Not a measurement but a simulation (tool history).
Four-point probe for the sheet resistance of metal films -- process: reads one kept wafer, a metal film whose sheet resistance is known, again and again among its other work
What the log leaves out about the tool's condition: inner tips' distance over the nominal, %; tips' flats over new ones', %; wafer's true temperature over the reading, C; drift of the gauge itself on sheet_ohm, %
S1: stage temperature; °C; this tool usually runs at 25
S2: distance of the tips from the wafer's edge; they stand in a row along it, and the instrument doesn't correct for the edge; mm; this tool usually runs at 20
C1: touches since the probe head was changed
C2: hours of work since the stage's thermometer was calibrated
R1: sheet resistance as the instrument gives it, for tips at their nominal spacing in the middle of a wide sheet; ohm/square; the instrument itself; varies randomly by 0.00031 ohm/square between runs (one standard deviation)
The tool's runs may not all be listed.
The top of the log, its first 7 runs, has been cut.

| run | hour | S1 | S2 | C1 | C2 | R1 |
|---|---|---|---|---|---|---|
| 8 | 563.6 | 25 | 20 | 39811 | 2383 | 1.552633 |
| 9 | 621.7 | 25 | 20 | 40883 | 2429 | 1.552229 |
| 10 | 724.5 | 25 | 20 | 42779 | 2510 | 1.552175 |
| 11 | 843.4 | 25 | 18 | 44975 | 2603 | 1.552280 |
|  | 916.0 | stage's thermometer calibrated |
| 12 | 968.6 | 25 | 7 | 47275 | 41 | 1.576587 |
| 13 | 1053.1 | 25 | 7 | 48835 | 108 | 1.576758 |
| 14 | 1148.2 | 25 | 7 | 50589 | 182 | 1.576020 |
| 15 | 1232.0 | 25 | 7 | 52135 | 248 | 1.576194 |

For run 16, what comes out?
| 16 | 1290.7 | 25 | 7 | 53219 | 294 | ? |

{"run 16": {"R1": 1.575985}}
If the tool had no hidden condition, the same run with the same run-to-run variation would have returned R1 1.574581 ohm/square.

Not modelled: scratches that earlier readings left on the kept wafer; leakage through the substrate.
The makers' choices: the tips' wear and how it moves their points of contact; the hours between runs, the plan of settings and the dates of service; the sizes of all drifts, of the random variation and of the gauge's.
